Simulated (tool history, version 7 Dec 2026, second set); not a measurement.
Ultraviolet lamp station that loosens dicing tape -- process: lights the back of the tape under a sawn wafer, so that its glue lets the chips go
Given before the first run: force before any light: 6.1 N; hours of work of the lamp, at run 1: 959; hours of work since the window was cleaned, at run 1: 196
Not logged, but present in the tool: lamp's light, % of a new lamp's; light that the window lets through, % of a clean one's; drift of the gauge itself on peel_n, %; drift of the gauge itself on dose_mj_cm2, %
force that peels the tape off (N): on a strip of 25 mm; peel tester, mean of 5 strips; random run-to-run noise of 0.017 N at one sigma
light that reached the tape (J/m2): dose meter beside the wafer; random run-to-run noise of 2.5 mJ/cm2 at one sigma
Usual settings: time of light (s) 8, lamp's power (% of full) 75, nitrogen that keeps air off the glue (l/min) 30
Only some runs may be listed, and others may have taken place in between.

run	day	time of light (s)	lamp's power (% of full)	nitrogen that keeps air off the glue (l/min)	hours of work of the lamp	hours of work since the window was cleaned	force that peels the tape off (N)	light that reached the tape (J/m2)
1	0	8	75	30	959	196	1.336	2150
2	1.7	8	75	46	986	223	1.175	2120
3	2.45	8	75	30	997	234	1.328	2140
4	3.15	5	75	30	1008	245	2.388	1320
5	4.775	5	75	30	1033	270	2.37	1290
6	5.567	5	75	30	1046	283	2.375	1280
7	6.267	5	75	30	1056	294	2.344	1290
8	7.033	5	75	30	1068	305	2.459	1290
9	8.325	5	75	30	1088	325	2.45	1250
# day 8.896: lamp changed
10	9.2	16	75	30	5	338	0.222	5430
11	10.725	8	75	30	28	362	0.885	2710
12	11.825	10	75	30	45	379	0.596	3370
13	13.008	10	75	30	64	397	0.628	3310
14	14.212	8	73	30	82	416	0.939	2590
15	15.283	8	73	30	99	433	1.015	2550
16	16.508	8	73	30	118	451	1.01	2480
# day 17.304: window cleaned of glue's vapour
17	17.812	8	90	30	138	8	0.713	2990
18	18.754	8	90	30	152	22	0.728	2940
19	19.712	8	90	30	167	37	0.768	2950
20	21.358	8	91	35	193	63	0.716	2950
21	23.038	8	91	35	219	89	0.721	2910
22	24.333	8	71	35	239	109	1.124	2270
23	25.688	14	73	9	260	130	0.764	4040
# day 26.358: window cleaned of glue's vapour, once more
24	26.604	14	78	36	274	4	0.255	4820
25	27.375	4	97	20	286	16	1.979	1700
26	28.892	11	75	30	309	39	0.526	3540
27	29.929	11	75	30	325	55	0.536	3530
28	31.562	8	80	24	350	81	0.978	2700
29	33.258	8	97	24	377	107	0.716	3290
30	34.417	10	97	24	395	125	0.455	3990
31	35.979	10	61	39	419	149	0.89	2490
32	37.367	8	95	25	440	171	0.739	3120
33	38.5	7	99	30	458	188	0.812	2840
34	39.188	7	99	30	468	199	0.846	2780
35	40.683	8	75	10	492	222	1.662	2410
36	41.708	5	75	14	508	238	2.46	1480

Branching from run 36: 3 alternative next runs. What would each branch give?
A	43.229	12	93	14	531	261	?	?
B	43.229	8	75	14	531	261	?	?
C	43.229	15	75	30	531	261	?	?

run	force that peels the tape off (N)	light that reached the tape (J/m2)
A	0.501	4490
B	1.524	2400
C	0.315	4500
With the hidden condition removed and each run's random variation left untouched, the same runs would have given:
run	force that peels the tape off (N)	light that reached the tape (J/m2)
A	0.336	5410
B	1.156	2890
C	0.215	5430
